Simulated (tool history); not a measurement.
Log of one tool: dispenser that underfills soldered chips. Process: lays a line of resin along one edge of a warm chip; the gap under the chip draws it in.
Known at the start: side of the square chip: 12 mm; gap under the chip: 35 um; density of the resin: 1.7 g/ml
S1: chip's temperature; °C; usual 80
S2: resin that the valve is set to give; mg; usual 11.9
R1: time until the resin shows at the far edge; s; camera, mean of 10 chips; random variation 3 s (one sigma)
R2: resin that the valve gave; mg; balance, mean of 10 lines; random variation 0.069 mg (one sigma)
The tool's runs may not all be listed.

run 1 hour=0.0 | S1=80 S2=11.9 | R1=489.9 R2=11.53
run 2 hour=4.1 | S1=80 S2=11.9 | R1=578.1 R2=11.30
run 3 hour=8.0 | S1=80 S2=11.9 | R1=345.6 R2=11.33
run 4 hour=15.3 | S1=80 S2=11.9 | R1=459.0 R2=11.87
run 5 hour=22.5 | S1=80 S2=11.9 | R1=324.2 R2=11.73
run 6 hour=29.9 | S1=88 S2=11.9 | R1=351.0 R2=11.76
run 7 hour=38.1 | S1=80 S2=14.1 | R1=317.4 R2=13.90
run 8 hour=45.6 | S1=79 S2=14.1 | R1=457.6 R2=13.95
run 9 hour=51.8 | S1=79 S2=14.1 | R1=305.1 R2=13.97
run 10 hour=58.5 | S1=80 S2=14.5 | R1=399.0 R2=14.29
run 11 hour=66.2 | S1=95 S2=14.5 | R1=349.4 R2=14.15
run 12 hour=72.1 | S1=95 S2=14.5 | R1=244.9 R2=14.42
run 13 hour=78.6 | S1=95 S2=14.5 | R1=323.3 R2=14.27
run 14 hour=84.4 | S1=95 S2=14.5 | R1=209.0 R2=14.11
run 15 hour=88.2 | S1=72 S2=12.7 | R1=512.7 R2=12.51
run 16 hour=96.8 | S1=93 S2=13.9 | R1=204.6 R2=13.51
run 17 hour=103.1 | S1=79 S2=13.5 | R1=404.1 R2=13.13
run 18 hour=109.7 | S1=76 S2=11.6 | R1=619.6 R2=11.38
run 19 hour=113.4 | S1=91 S2=12.1 | R1=233.9 R2=11.76
run 20 hour=118.6 | S1=91 S2=12.1 | R1=303.4 R2=11.75
run 21 hour=127.1 | S1=88 S2=14.2 | R1=245.4 R2=13.73
run 22 hour=131.4 | S1=88 S2=14.2 | R1=290.9 R2=13.76
run 23 hour=138.8 | S1=90 S2=11.0 | R1=401.1 R2=10.58
run 24 hour=145.6 | S1=73 S2=13.4 | R1=406.0 R2=12.84
run 25 hour=152.0 | S1=69 S2=13.1 | R1=608.6 R2=12.60
run 26 hour=156.4 | S1=69 S2=13.1 | R1=742.5 R2=12.67
run 27 hour=163.8 | S1=69 S2=13.1 | R1=523.9 R2=12.55
run 28 hour=168.5 | S1=75 S2=10.9 | R1=563.3 R2=10.62

Not shown: 13 entries that the log had between the listed runs. Between which runs, and how does the tool's hidden state differ before and after?
Between runs 2 and 3: new syringe of resin (hour 5.2)
  resin's viscosity, % of fresh resin's: 184.9 -> 111.2; dose that the valve gives, % of what is set: 95.68 -> 95.58; true chip temperature over the reading, C: -0.9 -> -0.91
  measured less the result without the state, R1: +277.4 -> +46.7 s; R2: -0.51 -> -0.53 mg
Between runs 3 and 4: dispensing valve cleaned and set on the balance (hour 11.5)
  resin's viscosity, % of fresh resin's: 111.2 -> 145.9; dose that the valve gives, % of what is set: 95.58 -> 99.78; true chip temperature over the reading, C: -0.91 -> -0.93
  measured less the result without the state, R1: +46.7 -> +153.4 s; R2: -0.53 -> -0.03 mg
Between runs 4 and 5: new syringe of resin (hour 21.3)
  resin's viscosity, % of fresh resin's: 145.9 -> 104.6; dose that the valve gives, % of what is set: 99.78 -> 99.6; true chip temperature over the reading, C: -0.93 -> -0.96
  measured less the result without the state, R1: +153.4 -> +23.4 s; R2: -0.03 -> -0.04 mg
Between runs 6 and 7: new syringe of resin (hour 36.7)
  resin's viscosity, % of fresh resin's: 143.7 -> 104.8; dose that the valve gives, % of what is set: 99.4 -> 99.18; true chip temperature over the reading, C: -0.98 -> -1.01
  measured less the result without the state, R1: +114.0 -> +24.1 s; R2: -0.08 -> -0.12 mg
Between runs 8 and 9: new syringe of resin (hour 51.8)
  resin's viscosity, % of fresh resin's: 145.1 -> 98.4; dose that the valve gives, % of what is set: 98.97 -> 98.81; true chip temperature over the reading, C: -1.04 -> -1.06
  measured less the result without the state, R1: +152.7 -> +5.5 s; R2: -0.14 -> -0.17 mg
Between runs 11 and 12: new syringe of resin (hour 66.9)
  resin's viscosity, % of fresh resin's: 183.5 -> 126.6; dose that the valve gives, % of what is set: 98.43 -> 98.27; true chip temperature over the reading, C: -1.11 -> -1.14
  measured less the result without the state, R1: +165.3 -> +57.8 s; R2: -0.23 -> -0.25 mg
Between runs 13 and 14: new syringe of resin (hour 82.0)
  resin's viscosity, % of fresh resin's: 167.3 -> 109.6; dose that the valve gives, % of what is set: 98.1 -> 97.95; true chip temperature over the reading, C: -1.16 -> -1.18
  measured less the result without the state, R1: +136.7 -> +25.0 s; R2: -0.28 -> -0.29 mg
Between runs 15 and 16: new syringe of resin (hour 96.8)
  resin's viscosity, % of fresh resin's: 129.5 -> 97.7; dose that the valve gives, % of what is set: 97.85 -> 97.63; true chip temperature over the reading, C: -1.19 -> -1.23
  measured less the result without the state, R1: +133.3 -> +3.0 s; R2: -0.27 -> -0.33 mg
Between runs 18 and 19: new syringe of resin (hour 111.9)
  resin's viscosity, % of fresh resin's: 170.7 -> 106.6; dose that the valve gives, % of what is set: 97.27 -> 97.18; true chip temperature over the reading, C: -1.28 -> -1.29
  measured less the result without the state, R1: +273.7 -> +23.8 s; R2: -0.31 -> -0.34 mg
Between runs 20 and 21: new syringe of resin (hour 127.1)
  resin's viscosity, % of fresh resin's: 133.6 -> 101.3; dose that the valve gives, % of what is set: 97.04 -> 96.81; true chip temperature over the reading, C: -1.31 -> -1.34
  measured less the result without the state, R1: +86.1 -> +13.3 s; R2: -0.36 -> -0.45 mg
Between runs 23 and 24: new syringe of resin (hour 142.3); stage's temperature calibrated (hour 145.1)
  resin's viscosity, % of fresh resin's: 168.7 -> 109.5; dose that the valve gives, % of what is set: 96.5 -> 96.35; true chip temperature over the reading, C: -1.38 -> -0.07
  measured less the result without the state, R1: +175.6 -> +37.9 s; R2: -0.38 -> -0.48 mg
Between runs 26 and 27: new syringe of resin (hour 158.7)
  resin's viscosity, % of fresh resin's: 174.9 -> 123.1; dose that the valve gives, % of what is set: 96.07 -> 95.89; true chip temperature over the reading, C: -0.11 -> -0.14
  measured less the result without the state, R1: +322.2 -> +103.1 s; R2: -0.52 -> -0.54 mg
